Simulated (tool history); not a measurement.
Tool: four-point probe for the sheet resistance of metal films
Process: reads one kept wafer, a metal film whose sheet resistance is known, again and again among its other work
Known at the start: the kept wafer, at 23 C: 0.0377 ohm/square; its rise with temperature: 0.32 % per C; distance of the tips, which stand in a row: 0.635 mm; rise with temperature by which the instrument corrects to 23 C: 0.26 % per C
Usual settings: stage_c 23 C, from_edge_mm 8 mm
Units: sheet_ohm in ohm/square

run,day,stage_c,from_edge_mm,sheet_ohm
1,0.000,23,8,0.037881
2,2.921,20,8,0.037822
3,6.338,23,20,0.037793
4,9.638,23,20,0.037789
5,12.525,23,20,0.037798
6,14.350,23,20,0.037800
7,16.546,23,20,0.037806
8,20.229,23,20,0.037814
9,22.921,24,8,0.037950
10,24.671,24,8,0.037970
11,27.483,24,8,0.037948
12,29.275,24,28,0.037836
13,30.908,23,24,0.037822
14,34.596,31,19,0.038017
15,36.821,19,3,0.038646
16,38.688,19,3,0.038649
17,41.358,23,59,0.037848
18,44.258,26,10,0.037984
19,46.821,19,5,0.038092
20,49.858,19,5,0.038079

3 ways to go on from here, each from the tool as it stands after run 20. What would each give?
A,52.458,19,3,?
B,52.458,31,11,?
C,52.458,26,8,?

run,sheet_ohm
A,0.038652
B,0.038093
C,0.038050
Without the tool's hidden state the same runs would have given:
run,sheet_ohm
A,0.038491
B,0.037932
C,0.037890
